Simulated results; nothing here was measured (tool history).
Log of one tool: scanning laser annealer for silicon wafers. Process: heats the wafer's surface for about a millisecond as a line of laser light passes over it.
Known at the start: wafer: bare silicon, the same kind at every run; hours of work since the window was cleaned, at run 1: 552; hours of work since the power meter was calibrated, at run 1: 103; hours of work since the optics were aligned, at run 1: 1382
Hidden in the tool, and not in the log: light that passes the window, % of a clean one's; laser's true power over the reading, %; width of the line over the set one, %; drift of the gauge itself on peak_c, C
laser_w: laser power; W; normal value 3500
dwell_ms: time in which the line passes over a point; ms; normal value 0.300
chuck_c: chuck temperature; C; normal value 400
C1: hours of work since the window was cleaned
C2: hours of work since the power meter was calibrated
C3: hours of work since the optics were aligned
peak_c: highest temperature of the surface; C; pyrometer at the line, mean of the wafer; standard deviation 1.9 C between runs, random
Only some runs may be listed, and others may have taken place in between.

{"run": 1, "hour": 0.0, "laser_w": 3500, "dwell_ms": 0.3, "chuck_c": 400, "C1": 552, "C2": 103, "C3": 1382, "peak_c": 1118}
{"run": 2, "hour": 9.0, "laser_w": 3500, "dwell_ms": 0.3, "chuck_c": 400, "C1": 557, "C2": 108, "C3": 1386, "peak_c": 1115}
{"run": 3, "hour": 20.1, "laser_w": 3694, "dwell_ms": 0.3, "chuck_c": 400, "C1": 562, "C2": 114, "C3": 1392, "peak_c": 1163}
{"run": 4, "hour": 36.4, "laser_w": 3500, "dwell_ms": 0.315, "chuck_c": 400, "C1": 571, "C2": 123, "C3": 1401, "peak_c": 1131}
{"run": 5, "hour": 43.6, "laser_w": 3500, "dwell_ms": 0.315, "chuck_c": 400, "C1": 575, "C2": 126, "C3": 1405, "peak_c": 1132}
{"run": 6, "hour": 56.2, "laser_w": 3500, "dwell_ms": 0.315, "chuck_c": 400, "C1": 581, "C2": 133, "C3": 1411, "peak_c": 1132}
{"run": 7, "hour": 69.4, "laser_w": 3500, "dwell_ms": 0.315, "chuck_c": 400, "C1": 588, "C2": 140, "C3": 1418, "peak_c": 1131}
{"run": 8, "hour": 78.4, "laser_w": 3500, "dwell_ms": 0.3, "chuck_c": 400, "C1": 593, "C2": 145, "C3": 1423, "peak_c": 1114}
{"run": 9, "hour": 85.7, "laser_w": 3500, "dwell_ms": 0.3, "chuck_c": 400, "C1": 597, "C2": 148, "C3": 1427, "peak_c": 1116}
{"run": 10, "hour": 99.0, "laser_w": 2983, "dwell_ms": 0.3, "chuck_c": 400, "C1": 604, "C2": 155, "C3": 1434, "peak_c": 994}
{"run": 11, "hour": 113.5, "laser_w": 2983, "dwell_ms": 0.3, "chuck_c": 400, "C1": 611, "C2": 163, "C3": 1441, "peak_c": 994}
{"run": 12, "hour": 129.9, "laser_w": 2983, "dwell_ms": 0.3, "chuck_c": 400, "C1": 620, "C2": 172, "C3": 1450, "peak_c": 998}
{"run": 13, "hour": 141.0, "laser_w": 2983, "dwell_ms": 0.3, "chuck_c": 400, "C1": 626, "C2": 177, "C3": 1456, "peak_c": 997}
{"run": 14, "hour": 148.4, "laser_w": 2983, "dwell_ms": 0.3, "chuck_c": 400, "C1": 630, "C2": 181, "C3": 1459, "peak_c": 996}
{"run": 15, "hour": 164.5, "laser_w": 3797, "dwell_ms": 0.367, "chuck_c": 405, "C1": 638, "C2": 190, "C3": 1468, "peak_c": 1273}
{"run": 16, "hour": 175.1, "laser_w": 3500, "dwell_ms": 0.284, "chuck_c": 399, "C1": 644, "C2": 195, "C3": 1473, "peak_c": 1095}
{"run": 17, "hour": 187.1, "laser_w": 3500, "dwell_ms": 0.212, "chuck_c": 400, "C1": 650, "C2": 202, "C3": 1480, "peak_c": 1006}
{"run": 18, "hour": 199.5, "laser_w": 3178, "dwell_ms": 0.337, "chuck_c": 400, "C1": 656, "C2": 208, "C3": 1486, "peak_c": 1077}
{"run": 19, "hour": 213.1, "laser_w": 3178, "dwell_ms": 0.337, "chuck_c": 400, "C1": 664, "C2": 215, "C3": 1493, "peak_c": 1078}
{"run": 20, "hour": 226.0, "laser_w": 3633, "dwell_ms": 0.223, "chuck_c": 384, "C1": 670, "C2": 222, "C3": 1500, "peak_c": 1030}
{"run": 21, "hour": 240.4, "laser_w": 3152, "dwell_ms": 0.243, "chuck_c": 407, "C1": 678, "C2": 230, "C3": 1508, "peak_c": 978}
{"run": 22, "hour": 256.7, "laser_w": 3585, "dwell_ms": 0.29, "chuck_c": 376, "C1": 686, "C2": 238, "C3": 1516, "peak_c": 1098}
{"run": 23, "hour": 265.8, "laser_w": 3386, "dwell_ms": 0.3, "chuck_c": 389, "C1": 691, "C2": 243, "C3": 1521, "peak_c": 1076}
{"run": 24, "hour": 277.1, "laser_w": 3386, "dwell_ms": 0.332, "chuck_c": 437, "C1": 697, "C2": 249, "C3": 1527, "peak_c": 1162}
{"run": 25, "hour": 292.2, "laser_w": 3386, "dwell_ms": 0.332, "chuck_c": 437, "C1": 705, "C2": 257, "C3": 1535, "peak_c": 1161}
{"run": 26, "hour": 306.8, "laser_w": 3180, "dwell_ms": 0.321, "chuck_c": 400, "C1": 713, "C2": 264, "C3": 1542, "peak_c": 1065}
{"run": 27, "hour": 316.1, "laser_w": 3644, "dwell_ms": 0.366, "chuck_c": 419, "C1": 718, "C2": 269, "C3": 1547, "peak_c": 1242}
{"run": 28, "hour": 323.7, "laser_w": 3167, "dwell_ms": 0.3, "chuck_c": 400, "C1": 722, "C2": 273, "C3": 1551, "peak_c": 1037}

3 options for the next run, each taken on its own from the tool as it stands now. Forecast them:
{"run": "A", "hour": 335.2, "laser_w": 3258, "dwell_ms": 0.211, "chuck_c": 400, "C1": 728, "C2": 279, "C3": 1557, "peak_c": "?"}
{"run": "B", "hour": 335.2, "laser_w": 3032, "dwell_ms": 0.229, "chuck_c": 400, "C1": 728, "C2": 279, "C3": 1557, "peak_c": "?"}
{"run": "C", "hour": 335.2, "laser_w": 3167, "dwell_ms": 0.3, "chuck_c": 397, "C1": 728, "C2": 279, "C3": 1557, "peak_c": "?"}

run=A peak_c=956
run=B peak_c=935
run=C peak_c=1032
The same runs, with their run-to-run variation unchanged, on a tool lacking any hidden condition would have given:
run=A peak_c=957
run=B peak_c=936
run=C peak_c=1033

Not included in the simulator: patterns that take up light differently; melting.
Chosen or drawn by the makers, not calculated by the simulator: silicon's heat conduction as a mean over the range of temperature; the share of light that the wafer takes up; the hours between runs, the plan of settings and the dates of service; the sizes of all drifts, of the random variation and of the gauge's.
